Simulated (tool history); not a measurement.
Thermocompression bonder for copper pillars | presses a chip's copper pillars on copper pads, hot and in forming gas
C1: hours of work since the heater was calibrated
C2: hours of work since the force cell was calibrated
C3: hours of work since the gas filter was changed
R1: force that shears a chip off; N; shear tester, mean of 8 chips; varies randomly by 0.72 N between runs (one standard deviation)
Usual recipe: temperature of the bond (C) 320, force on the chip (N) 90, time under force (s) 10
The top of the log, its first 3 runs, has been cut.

Run 4, hour 39.1: usual settings; C1 466; C2 211; C3 211. Result: R1 47.3 N.
Run 5, hour 52.2: usual settings; C1 475; C2 220; C3 220. Result: R1 48.9 N.
Run 6, hour 59.6: usual settings but temperature of the bond (C) 300; C1 480; C2 224; C3 224. Result: R1 40.5 N.
Run 7, hour 73.7: usual settings but temperature of the bond (C) 300; C1 489; C2 233; C3 233. Result: R1 40.2 N.
Run 8, hour 90.1: usual settings but force on the chip (N) 88; C1 499; C2 244; C3 244. Result: R1 45.5 N.
Run 9, hour 107.2: usual settings; C1 510; C2 255; C3 255. Result: R1 47.2 N.
Run 10, hour 117.9: usual settings; C1 517; C2 262; C3 262. Result: R1 48.2 N.
Run 11, hour 133.6: usual settings; C1 527; C2 272; C3 272. Result: R1 48.2 N.
Run 12, hour 145.2: usual settings; C1 534; C2 279; C3 279. Result: R1 47.1 N.
Run 13, hour 156.3: usual settings; C1 541; C2 286; C3 286. Result: R1 46.4 N.
Run 14, hour 171: usual settings; C1 551; C2 295; C3 295. Result: R1 46.5 N.
Run 15, hour 186.8: usual settings; C1 561; C2 306; C3 306. Result: R1 46.2 N.
Run 16, hour 199.9: usual settings; C1 569; C2 314; C3 314. Result: R1 46 N.
Run 17, hour 214.2: usual settings; C1 578; C2 323; C3 323. Result: R1 46.7 N.
Run 18, hour 227.4: usual settings; C1 587; C2 331; C3 331. Result: R1 45 N.
Run 19, hour 239.4: usual settings but temperature of the bond (C) 304, force on the chip (N) 64; C1 594; C2 339; C3 339. Result: R1 29.4 N.

Run 20 has not been measured yet. What should we expect?
Run 20, hour 247.2: usual settings but temperature of the bond (C) 304, force on the chip (N) 64; C1 599; C2 344; C3 344. Result: R1 ?.

R1: 30.3 N
On a tool with no hidden condition, and with the same random variation, this run would have come out at R1 33.8 N.

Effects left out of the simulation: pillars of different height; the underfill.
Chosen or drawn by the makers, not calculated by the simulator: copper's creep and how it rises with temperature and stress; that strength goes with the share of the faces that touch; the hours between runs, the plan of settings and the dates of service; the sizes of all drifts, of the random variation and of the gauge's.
